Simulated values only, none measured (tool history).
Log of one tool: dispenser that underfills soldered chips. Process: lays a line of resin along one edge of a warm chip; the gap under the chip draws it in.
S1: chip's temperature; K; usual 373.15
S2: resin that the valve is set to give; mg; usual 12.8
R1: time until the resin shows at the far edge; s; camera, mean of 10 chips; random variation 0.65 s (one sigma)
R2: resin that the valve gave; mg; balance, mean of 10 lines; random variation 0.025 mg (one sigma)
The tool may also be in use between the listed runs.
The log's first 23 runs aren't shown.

run,hour,S1,S2,R1,R2
# hour 251.6: new syringe of resin
24,263.3,383.15,11.7,75.2,11.27
# hour 265.1: new syringe of resin
# hour 269.2: dispensing valve cleaned and set on the balance
25,277.4,372.15,11.2,102.6,11.14
# hour 279.1: new syringe of resin
26,288.0,373.15,12.2,87.5,12.13
# hour 292.5: new syringe of resin
27,295.7,373.15,14.0,64.2,13.93
# hour 306.2: new syringe of resin
28,307.2,365.15,12.8,75.2,12.68
# hour 319.2: new syringe of resin
29,319.2,368.15,11.5,65.4,11.38
# hour 332.2: new syringe of resin
30,332.2,359.15,16.3,86.6,16.09
31,341.8,359.15,11.9,143.4,11.69
# hour 345.7: new syringe of resin
32,357.1,373.15,16.0,93.2,15.70
# hour 359.3: new syringe of resin
33,369.2,373.15,13.4,86.3,13.07
# hour 373.1: new syringe of resin
34,376.4,373.15,13.4,63.0,13.06

3 ways to go on from here, each from the tool as it stands after run 34. What would each give?
A,384.2,364.15,13.4,?,?
B,384.2,361.15,13.0,?,?
C,384.2,362.15,12.8,?,?

run,R1,R2
A,125.8,13.10
B,137.8,12.70
C,132.2,12.46
Without the tool's hidden state the same runs would have given:
run,R1,R2
A,77.3,13.44
B,85.0,13.02
C,81.7,12.77
